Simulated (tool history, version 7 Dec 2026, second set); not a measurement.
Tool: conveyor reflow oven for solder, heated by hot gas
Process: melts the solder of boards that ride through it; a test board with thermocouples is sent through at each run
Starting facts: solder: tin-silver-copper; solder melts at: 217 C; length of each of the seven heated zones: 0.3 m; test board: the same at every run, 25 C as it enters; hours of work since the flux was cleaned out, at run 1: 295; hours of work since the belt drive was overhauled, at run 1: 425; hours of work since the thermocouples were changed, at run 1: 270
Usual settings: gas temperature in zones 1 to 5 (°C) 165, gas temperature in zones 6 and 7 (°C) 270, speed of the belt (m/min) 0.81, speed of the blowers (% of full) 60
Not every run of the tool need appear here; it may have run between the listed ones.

| run | day | gas temperature in zones 1 to 5 (°C) | gas temperature in zones 6 and 7 (°C) | speed of the belt (m/min) | speed of the blowers (% of full) | hours of work since the flux was cleaned out | hours of work since the belt drive was overhauled | hours of work since the thermocouples were changed | highest temperature of the board (°C) | time above the solder's melting point (s) |
|---|---|---|---|---|---|---|---|---|---|---|
| 1 | 0 | 165 | 270 | 0.81 | 60 | 295 | 425 | 270 | 247.6 | 28.5 |
| 2 | 0.771 | 165 | 270 | 0.81 | 79 | 305 | 435 | 279 | 252.2 | 31.3 |
| 3 | 1.204 | 165 | 270 | 0.81 | 79 | 310 | 440 | 285 | 251.9 | 31.4 |
| 4 | 1.8 | 165 | 270 | 0.81 | 70 | 317 | 447 | 292 | 250 | 30.3 |
| 5 | 2.483 | 159 | 270 | 0.81 | 60 | 326 | 456 | 300 | 246.3 | 26.8 |
| 6 | 3 | 165 | 270 | 0.812 | 60 | 332 | 462 | 307 | 247.3 | 28.4 |
| 7 | 3.729 | 165 | 272 | 0.812 | 60 | 341 | 471 | 316 | 248.8 | 29.5 |
| 8 | 4.162 | 163 | 270 | 0.81 | 60 | 347 | 477 | 321 | 247.4 | 28.1 |
|  | 4.538 | flux residue cleaned out of gas plates and filters |
| 9 | 5.1 | 163 | 270 | 0.81 | 60 | 7 | 486 | 330 | 248.2 | 29.1 |
| 10 | 5.929 | 163 | 270 | 0.702 | 60 | 17 | 496 | 341 | 254 | 37 |
| 11 | 6.467 | 165 | 274 | 0.81 | 60 | 24 | 503 | 347 | 251.7 | 30.9 |
| 12 | 7.121 | 165 | 270 | 0.923 | 58 | 32 | 511 | 355 | 242.7 | 22 |

Run 13 comes next. What will it give?
| 13 | 7.929 | 165 | 259 | 0.756 | 60 | 42 | 521 | 366 | ? | ? |

For run 13 the tool returned highest temperature of the board (°C) 241.8, time above the solder's melting point (s) 28.2.
With the hidden condition absent and the run-to-run variation left alone, this run would have shown highest temperature of the board (°C) 240.5, time above the solder's melting point (s) 27.1.

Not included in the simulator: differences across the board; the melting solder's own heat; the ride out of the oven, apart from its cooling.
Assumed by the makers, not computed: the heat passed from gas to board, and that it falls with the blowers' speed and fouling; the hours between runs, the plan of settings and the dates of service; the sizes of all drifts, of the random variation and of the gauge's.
